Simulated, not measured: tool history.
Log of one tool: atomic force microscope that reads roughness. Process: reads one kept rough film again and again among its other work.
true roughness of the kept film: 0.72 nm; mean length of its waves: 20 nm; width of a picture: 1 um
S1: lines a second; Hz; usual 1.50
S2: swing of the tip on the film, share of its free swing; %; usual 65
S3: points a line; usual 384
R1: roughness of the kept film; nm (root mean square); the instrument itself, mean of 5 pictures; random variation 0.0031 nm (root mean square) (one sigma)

| run | hour | S1 | S2 | S3 | R1 |
|---|---|---|---|---|---|
| 1 | 0.0 | 1.50 | 65 | 384 | 0.611 |
| 2 | 13.4 | 1.50 | 65 | 384 | 0.605 |
| 3 | 20.0 | 1.50 | 65 | 384 | 0.604 |
| 4 | 32.6 | 1.50 | 65 | 384 | 0.601 |
|  | 40.9 | new tip fitted |
| 5 | 45.0 | 1.50 | 65 | 384 | 0.645 |
| 6 | 55.4 | 1.50 | 65 | 384 | 0.642 |
| 7 | 63.0 | 1.50 | 65 | 384 | 0.633 |
| 8 | 71.0 | 1.50 | 65 | 384 | 0.635 |
| 9 | 79.9 | 2.57 | 65 | 384 | 0.617 |
| 10 | 94.7 | 1.50 | 65 | 384 | 0.635 |
| 11 | 106.3 | 3.21 | 65 | 384 | 0.602 |
| 12 | 117.6 | 3.21 | 65 | 384 | 0.604 |
| 13 | 131.4 | 3.21 | 65 | 384 | 0.599 |
| 14 | 139.0 | 1.50 | 65 | 384 | 0.605 |
| 15 | 151.5 | 1.50 | 65 | 384 | 0.605 |
| 16 | 162.1 | 1.50 | 65 | 384 | 0.601 |
| 17 | 171.7 | 1.50 | 65 | 384 | 0.596 |
|  | 175.5 | new tip fitted |
| 18 | 182.2 | 1.50 | 65 | 636 | 0.653 |
| 19 | 192.2 | 0.63 | 65 | 636 | 0.653 |
| 20 | 202.3 | 3.81 | 65 | 384 | 0.613 |
| 21 | 213.1 | 3.81 | 65 | 384 | 0.603 |
| 22 | 225.0 | 3.81 | 78 | 384 | 0.564 |
| 23 | 237.5 | 3.81 | 78 | 384 | 0.563 |
| 24 | 251.0 | 1.50 | 65 | 384 | 0.614 |
| 25 | 264.0 | 0.77 | 65 | 291 | 0.612 |
| 26 | 275.5 | 1.50 | 57 | 622 | 0.617 |
| 27 | 287.7 | 2.64 | 78 | 384 | 0.564 |
| 28 | 297.5 | 2.64 | 78 | 384 | 0.562 |
|  | 311.0 | new tip fitted |
| 29 | 311.6 | 0.53 | 61 | 384 | 0.662 |
| 30 | 318.2 | 2.34 | 61 | 521 | 0.640 |
| 31 | 329.8 | 2.34 | 69 | 290 | 0.618 |
| 32 | 342.2 | 2.34 | 69 | 290 | 0.609 |
|  | 344.2 | height scale calibrated on a step standard |
| 33 | 353.0 | 2.34 | 69 | 290 | 0.611 |
| 34 | 359.2 | 2.34 | 69 | 290 | 0.603 |
| 35 | 369.2 | 1.50 | 72 | 351 | 0.611 |
| 36 | 383.9 | 2.71 | 55 | 593 | 0.631 |
| 37 | 396.9 | 0.73 | 82 | 351 | 0.605 |
| 38 | 405.9 | 2.45 | 82 | 371 | 0.566 |
|  | 409.1 | height scale calibrated on a step standard, once more |
| 39 | 421.0 | 2.45 | 82 | 371 | 0.563 |
| 40 | 429.3 | 2.45 | 82 | 371 | 0.559 |
| 41 | 436.2 | 1.33 | 82 | 309 | 0.575 |
|  | 448.0 | new tip fitted |
| 42 | 448.0 | 1.33 | 86 | 553 | 0.622 |
| 43 | 461.1 | 1.31 | 57 | 293 | 0.635 |
| 44 | 473.8 | 1.31 | 57 | 293 | 0.632 |
| 45 | 489.3 | 2.91 | 83 | 1017 | 0.584 |
| 46 | 496.5 | 2.91 | 83 | 1017 | 0.578 |
| 47 | 510.9 | 2.91 | 60 | 577 | 0.618 |

4 ways to go on from here, each from the tool as it stands after run 47. What would each give?
| A | 518.1 | 2.91 | 60 | 762 | ? |
| B | 518.1 | 0.59 | 62 | 577 | ? |
| C | 518.1 | 1.50 | 56 | 822 | ? |
| D | 518.1 | 2.91 | 61 | 577 | ? |

| run | R1 |
|---|---|
| A | 0.621 |
| B | 0.626 |
| C | 0.631 |
| D | 0.614 |
Without the tool's hidden state the same runs would have given:
| run | R1 |
|---|---|
| A | 0.648 |
| B | 0.654 |
| C | 0.660 |
| D | 0.642 |

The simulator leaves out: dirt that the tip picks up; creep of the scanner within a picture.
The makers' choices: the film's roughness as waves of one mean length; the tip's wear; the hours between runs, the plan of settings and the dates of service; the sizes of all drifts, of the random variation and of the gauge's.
